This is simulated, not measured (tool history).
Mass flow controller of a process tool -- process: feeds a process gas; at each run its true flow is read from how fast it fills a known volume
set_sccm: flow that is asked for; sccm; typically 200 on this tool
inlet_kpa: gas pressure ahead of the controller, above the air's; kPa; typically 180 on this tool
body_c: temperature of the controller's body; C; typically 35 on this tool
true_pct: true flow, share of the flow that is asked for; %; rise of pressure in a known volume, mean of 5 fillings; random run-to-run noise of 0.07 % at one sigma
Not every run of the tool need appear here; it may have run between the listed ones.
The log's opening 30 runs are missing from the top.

run 31 day=340.904 | set_sccm=200 inlet_kpa=226 body_c=23 | true_pct=97.93
run 32 day=354.088 | set_sccm=170 inlet_kpa=141 body_c=28 | true_pct=98.05
run 33 day=368.771 | set_sccm=200 inlet_kpa=222 body_c=35 | true_pct=99.31
run 34 day=381.025 | set_sccm=121 inlet_kpa=158 body_c=20 | true_pct=96.88
run 35 day=393.454 | set_sccm=121 inlet_kpa=158 body_c=20 | true_pct=96.79
run 36 day=403.8 | set_sccm=200 inlet_kpa=168 body_c=33 | true_pct=98.94
run 37 day=418.162 | set_sccm=200 inlet_kpa=168 body_c=33 | true_pct=98.84
run 38 day=434.446 | set_sccm=200 inlet_kpa=168 body_c=33 | true_pct=98.94
run 39 day=450 | set_sccm=200 inlet_kpa=168 body_c=33 | true_pct=98.95
run 40 day=461.967 | set_sccm=200 inlet_kpa=212 body_c=23 | true_pct=97.82
run 41 day=470.408 | set_sccm=200 inlet_kpa=212 body_c=23 | true_pct=98
run 42 day=480.95 | set_sccm=67 inlet_kpa=224 body_c=33 | true_pct=98.12
run 43 day=489.242 | set_sccm=67 inlet_kpa=224 body_c=33 | true_pct=98.25
run 44 day=503.154 | set_sccm=67 inlet_kpa=224 body_c=33 | true_pct=98.2
run 45 day=512.062 | set_sccm=67 inlet_kpa=224 body_c=33 | true_pct=98.32

What if the next run were any one of these 4? Each begins from the tool's condition after run 45:
run A day=519.971 | set_sccm=67 inlet_kpa=172 body_c=22 | true_pct=?
run B day=519.971 | set_sccm=67 inlet_kpa=188 body_c=33 | true_pct=?
run C day=519.971 | set_sccm=71 inlet_kpa=216 body_c=38 | true_pct=?
run D day=519.971 | set_sccm=67 inlet_kpa=176 body_c=31 | true_pct=?

run=A true_pct=96.76
run=B true_pct=98.07
run=C true_pct=98.84
run=D true_pct=97.77
Had the tool no hidden state, the same runs would have come out as:
run=A true_pct=96.75
run=B true_pct=98.05
run=C true_pct=98.82
run=D true_pct=97.75
